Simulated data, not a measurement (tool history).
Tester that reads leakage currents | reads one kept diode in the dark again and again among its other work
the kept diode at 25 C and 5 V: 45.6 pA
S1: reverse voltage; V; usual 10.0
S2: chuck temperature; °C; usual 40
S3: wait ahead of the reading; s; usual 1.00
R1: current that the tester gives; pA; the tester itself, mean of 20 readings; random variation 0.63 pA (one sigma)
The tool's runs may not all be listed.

Run 1, day 0.000: usual settings. Result: R1 211.57 pA.
Run 2, day 5.825: usual settings. Result: R1 210.80 pA.
Run 3, day 11.738: usual settings. Result: R1 210.46 pA.
Run 4, day 20.075: usual settings. Result: R1 210.94 pA.
At day 24.675: probe card cleaned and baked.
Run 5, day 27.221: usual settings but S2 27 °C. Result: R1 77.49 pA.
Run 6, day 36.192: usual settings but S1 1.5 V, S2 27 °C. Result: R1 30.91 pA.
Run 7, day 40.817: usual settings but S1 2.0 V. Result: R1 98.51 pA.
Run 8, day 48.542: usual settings but S1 2.0 V. Result: R1 97.98 pA.
Run 9, day 54.688: usual settings but S1 2.4 V. Result: R1 106.80 pA.
Run 10, day 60.883: usual settings but S1 2.4 V. Result: R1 106.97 pA.
Run 11, day 69.821: usual settings but S1 2.4 V. Result: R1 107.19 pA.
Run 12, day 73.583: usual settings but S1 1.3 V. Result: R1 79.87 pA.
Run 13, day 82.188: usual settings but S1 1.3 V. Result: R1 80.12 pA.
Run 14, day 90.246: usual settings. Result: R1 211.54 pA.
Run 15, day 97.204: usual settings. Result: R1 212.26 pA.
At day 105.492: probe card cleaned and baked.
Run 16, day 106.233: usual settings. Result: R1 208.92 pA.
Run 17, day 113.117: usual settings. Result: R1 211.24 pA.
Run 18, day 121.083: usual settings. Result: R1 210.59 pA.
Run 19, day 125.983: usual settings. Result: R1 209.99 pA.
Run 20, day 134.433: usual settings. Result: R1 211.00 pA.
Run 21, day 139.188: usual settings. Result: R1 209.45 pA.
Run 22, day 144.042: usual settings. Result: R1 210.91 pA.
Run 23, day 148.679: usual settings but S1 4.1 V, S2 44 °C, S3 2.41 s. Result: R1 184.81 pA.
At day 153.717: tester calibrated.
At day 156.029: chuck's temperature calibrated.
Run 24, day 156.904: usual settings but S1 4.1 V, S2 44 °C, S3 2.41 s. Result: R1 185.12 pA.
Run 25, day 165.696: usual settings but S1 16.7 V, S2 60 °C, S3 6.10 s. Result: R1 1097.48 pA.
Run 26, day 171.550: usual settings but S1 5.1 V, S2 60 °C, S3 2.40 s. Result: R1 628.92 pA.
Run 27, day 176.550: usual settings but S1 8.2 V, S2 60 °C, S3 6.27 s. Result: R1 787.93 pA.

Run 28 comes next. What will it give?
Run 28, day 184.771: usual settings but S1 10.8 V, S2 29 °C, S3 2.04 s. Result: R1 ?.

Run 28 gave R1 92.90 pA.
Without the tool's hidden state the same run would have given R1 92.82 pA.
